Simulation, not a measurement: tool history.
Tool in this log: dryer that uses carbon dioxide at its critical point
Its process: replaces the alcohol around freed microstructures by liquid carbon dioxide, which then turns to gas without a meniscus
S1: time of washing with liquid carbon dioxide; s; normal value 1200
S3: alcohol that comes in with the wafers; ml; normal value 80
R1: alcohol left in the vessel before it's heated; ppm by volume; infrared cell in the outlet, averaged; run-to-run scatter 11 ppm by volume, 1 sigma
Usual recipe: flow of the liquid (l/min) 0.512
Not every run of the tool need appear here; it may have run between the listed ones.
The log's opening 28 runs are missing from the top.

run 29 day=38.442 | S1=1080 flow_of_the_liquid_(l/min)=0.546 S3=120 | R1=1576
run 30 day=39.879 | S1=1200 flow_of_the_liquid_(l/min)=0.512 S3=42 | R1=585
run 31 day=41.388 | S1=1380 flow_of_the_liquid_(l/min)=0.36 S3=95 | R1=2145
-- day=43.242 inlet filter changed
run 32 day=43.429 | S1=1380 flow_of_the_liquid_(l/min)=0.36 S3=95 | R1=1852
run 33 day=44.633 | S1=1440 flow_of_the_liquid_(l/min)=0.465 S3=80 | R1=634
run 34 day=45.746 | S1=1740 flow_of_the_liquid_(l/min)=0.512 S3=80 | R1=308
run 35 day=47.483 | S1=1200 flow_of_the_liquid_(l/min)=0.512 S3=80 | R1=901
run 36 day=49.104 | S1=1200 flow_of_the_liquid_(l/min)=0.512 S3=74 | R1=896
run 37 day=50.175 | S1=1200 flow_of_the_liquid_(l/min)=0.512 S3=74 | R1=877
run 38 day=51.95 | S1=1200 flow_of_the_liquid_(l/min)=0.512 S3=74 | R1=937
run 39 day=52.95 | S1=840 flow_of_the_liquid_(l/min)=0.663 S3=22 | R1=549
run 40 day=54.421 | S1=1260 flow_of_the_liquid_(l/min)=0.344 S3=22 | R1=887
run 41 day=55.712 | S1=1260 flow_of_the_liquid_(l/min)=0.344 S3=22 | R1=909
run 42 day=57.008 | S1=1380 flow_of_the_liquid_(l/min)=0.729 S3=119 | R1=360
run 43 day=58.246 | S1=1500 flow_of_the_liquid_(l/min)=0.729 S3=119 | R1=344
run 44 day=59.779 | S1=1500 flow_of_the_liquid_(l/min)=0.729 S3=119 | R1=353

Predict each of these 3 candidate next runs independently; none follows another, all start after run 44:
run A day=60.65 | S1=1200 flow_of_the_liquid_(l/min)=0.512 S3=32 | R1=?
run B day=60.65 | S1=1560 flow_of_the_liquid_(l/min)=0.502 S3=48 | R1=?
run C day=60.65 | S1=1260 flow_of_the_liquid_(l/min)=0.536 S3=80 | R1=?

run=A R1=607
run=B R1=442
run=C R1=838
Take away the tool's hidden state, keep each run's random variation, and the runs would have read:
run=A R1=265
run=B R1=121
run=C R1=440
